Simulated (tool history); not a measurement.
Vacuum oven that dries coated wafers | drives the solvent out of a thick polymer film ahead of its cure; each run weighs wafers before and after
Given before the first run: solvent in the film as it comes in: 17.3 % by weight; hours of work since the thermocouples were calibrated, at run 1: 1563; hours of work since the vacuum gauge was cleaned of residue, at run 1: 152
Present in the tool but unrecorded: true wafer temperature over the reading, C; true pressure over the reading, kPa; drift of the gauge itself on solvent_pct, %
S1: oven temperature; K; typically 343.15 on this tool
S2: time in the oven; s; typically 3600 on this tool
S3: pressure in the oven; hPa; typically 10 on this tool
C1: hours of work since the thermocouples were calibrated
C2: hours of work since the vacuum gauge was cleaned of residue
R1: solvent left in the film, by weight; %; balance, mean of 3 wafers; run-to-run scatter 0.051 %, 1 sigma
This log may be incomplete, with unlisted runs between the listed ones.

| run | hour | S1 | S2 | S3 | C1 | C2 | R1 |
|---|---|---|---|---|---|---|---|
| 1 | 0 | 343.15 | 3600 | 10 | 1563 | 152 | 1.7 |
| 2 | 10 | 343.15 | 3600 | 10 | 1570 | 159 | 1.74 |
| 3 | 22.2 | 329.15 | 3600 | 10 | 1579 | 167 | 5.06 |
| 4 | 33.3 | 343.15 | 3600 | 10 | 1586 | 175 | 1.66 |
| 5 | 42.3 | 343.15 | 3600 | 10 | 1593 | 181 | 1.72 |
| 6 | 49.9 | 343.15 | 3600 | 10 | 1598 | 186 | 1.68 |
| 7 | 59 | 343.15 | 3600 | 10 | 1604 | 193 | 1.81 |
| 8 | 71.6 | 343.15 | 3600 | 10 | 1613 | 201 | 1.74 |
| 9 | 84.5 | 343.15 | 3600 | 10 | 1622 | 210 | 1.82 |
| 10 | 97 | 343.15 | 3600 | 10 | 1630 | 219 | 1.67 |
| 11 | 104.6 | 341.15 | 3600 | 12.8 | 1636 | 224 | 2.17 |
| 12 | 112.2 | 341.15 | 3600 | 11.4 | 1641 | 229 | 2.12 |
| 13 | 122.9 | 341.15 | 3600 | 11.4 | 1648 | 237 | 2.11 |
| 14 | 128.8 | 341.15 | 3600 | 11.4 | 1652 | 241 | 2.19 |
| 15 | 140.2 | 343.15 | 2220 | 14.8 | 1660 | 249 | 3.9 |
| 16 | 151 | 330.15 | 4320 | 5.2 | 1668 | 256 | 3.53 |
| 17 | 157.7 | 343.15 | 3600 | 18.3 | 1672 | 261 | 2.11 |
| 18 | 171.6 | 343.15 | 3600 | 18.3 | 1682 | 271 | 1.99 |
| 19 | 180 | 343.15 | 3600 | 18.3 | 1688 | 276 | 2.16 |
| 20 | 189.2 | 343.15 | 3600 | 18.3 | 1694 | 283 | 2.07 |

5 ways to go on from here, each from the tool as it stands after run 20. What would each give?
| A | 199.5 | 345.15 | 3360 | 11.8 | 1701 | 290 | ? |
| B | 199.5 | 343.15 | 2100 | 11 | 1701 | 290 | ? |
| C | 199.5 | 356.15 | 2880 | 38.7 | 1701 | 290 | ? |
| D | 199.5 | 345.15 | 5280 | 20.8 | 1701 | 290 | ? |
| E | 199.5 | 342.15 | 3600 | 9.6 | 1701 | 290 | ? |

| run | R1 |
|---|---|
| A | 1.71 |
| B | 3.91 |
| C | 1.47 |
| D | 1.21 |
| E | 1.94 |
What these runs would have given with no unlogged condition in the tool:
| run | R1 |
|---|---|
| A | 1.68 |
| B | 3.88 |
| C | 1.45 |
| D | 1.19 |
| E | 1.91 |
